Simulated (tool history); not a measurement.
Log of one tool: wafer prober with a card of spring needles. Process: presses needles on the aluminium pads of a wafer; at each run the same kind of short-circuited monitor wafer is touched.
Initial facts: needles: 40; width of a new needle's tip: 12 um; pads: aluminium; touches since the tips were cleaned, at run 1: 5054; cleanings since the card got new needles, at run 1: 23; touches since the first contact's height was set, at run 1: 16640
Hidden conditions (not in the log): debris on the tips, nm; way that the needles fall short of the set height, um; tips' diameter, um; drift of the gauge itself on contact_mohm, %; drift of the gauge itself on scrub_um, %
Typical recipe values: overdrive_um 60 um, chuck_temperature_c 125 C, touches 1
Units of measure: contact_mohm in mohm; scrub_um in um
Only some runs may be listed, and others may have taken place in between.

run	hour	overdrive_um	chuck_temperature_c	touches	touches since the tips were cleaned	cleanings since the card got new needles	touches since the first contact's height was set	contact_mohm	scrub_um
1	0	60	125	1	5054	23	16640	262	15.02
# hour 11.3: tips cleaned on abrasive film
2	25.3	60	125	1	3505	24	22966	295	15
# hour 44.3: tips cleaned on abrasive film
3	45.9	60	125	2	398	25	28106	213	14.99
# hour 76.1: tips cleaned on abrasive film
4	76.1	60	125	2	0	26	35644	212	14.98
5	90.1	60	125	2	3515	26	39159	238	14.98
# hour 110: tips cleaned on abrasive film
6	114.2	60	125	2	1045	27	45171	220	14.98
7	137.1	60	125	2	6805	27	50931	244	14.99
# hour 142.1: tips cleaned on abrasive film
8	162.3	60	125	1	5067	28	57206	261	14.97
# hour 173: tips cleaned on abrasive film
9	183.1	60	109	1	2534	29	62416	250	14.96
# hour 205.3: tips cleaned on abrasive film
10	205.3	60	125	2	0	30	67937	217	14.93
# hour 215.5: tips cleaned on abrasive film, once more
11	227.1	72	125	1	2927	31	73398	236	17.92
# hour 246.9: tips cleaned on abrasive film
12	246.9	40	125	1	0	32	78338	226	9.89
13	272.9	40	125	1	6509	32	84847	334	9.9
# hour 278.6: tips cleaned on abrasive film
14	301.2	57	125	1	5664	33	91922	272	14.16
# hour 310: tips cleaned on abrasive film
15	316.1	41	125	1	1529	34	95618	256	10.11
# hour 322.3: height of the first contact set anew
16	339.5	41	125	1	7338	34	4319	329	10.28
# hour 342.7: tips cleaned on abrasive film
17	371.2	41	125	1	7157	35	12239	336	10.27
# hour 374.6: tips cleaned on abrasive film
18	402.8	79	62	1	7077	36	20147	240	19.78
# hour 407.9: tips cleaned on abrasive film
19	418.9	59	62	2	2750	37	24143	219	14.8
# hour 440.9: tips cleaned on abrasive film
20	441.2	57	35	3	66	38	29715	192	14.25
21	462.7	43	35	2	5462	38	35111	261	10.73
# hour 473.5: tips cleaned on abrasive film
22	487	43	70	2	3385	39	41168	250	10.72
23	503.6	57	27	1	7558	39	45341	271	14.25
# hour 505.8: tips cleaned on abrasive film
24	535.8	60	45	2	7517	40	53387	238	14.99
# hour 537.5: tips cleaned on abrasive film
25	550.2	60	45	2	3187	41	56980	221	14.95
# hour 568.5: tips cleaned on abrasive film
26	568.5	44	125	2	0	42	61542	218	10.93
27	582.5	70	125	1	3508	42	65050	244	17.46
28	598.1	70	125	1	7426	42	68968	260	17.45
# hour 601.2: tips cleaned on abrasive film
29	616.4	70	125	1	3805	43	73513	246	17.43
# hour 632.5: tips cleaned on abrasive film
30	647.1	73	125	2	3642	44	81190	226	18.17
# hour 665.4: tips cleaned on abrasive film
31	674.7	73	125	2	2351	45	88104	224	18.18
# hour 697.9: tips cleaned on abrasive film
32	697.9	56	125	2	0	46	93896	210	13.89

Here are 4 independent what-if runs from the current tool condition. What would each one return?
# hour 711.2: height of the first contact set anew
A	718.6	56	125	1	5117	46	1866	?	?
# hour 711.2: height of the first contact set anew
B	718.6	62	125	1	5117	46	1866	?	?
# hour 711.2: height of the first contact set anew
C	718.6	42	125	1	5117	46	1866	?	?
# hour 711.2: height of the first contact set anew
D	718.6	74	117	2	5117	46	1866	?	?

run	contact_mohm	scrub_um
A	273	14.04
B	261	15.55
C	319	10.55
D	232	18.56
With no hidden state in the tool, these same runs would have given:
run	contact_mohm	scrub_um
A	210	14.04
B	207	15.55
C	215	10.55
D	207	18.56

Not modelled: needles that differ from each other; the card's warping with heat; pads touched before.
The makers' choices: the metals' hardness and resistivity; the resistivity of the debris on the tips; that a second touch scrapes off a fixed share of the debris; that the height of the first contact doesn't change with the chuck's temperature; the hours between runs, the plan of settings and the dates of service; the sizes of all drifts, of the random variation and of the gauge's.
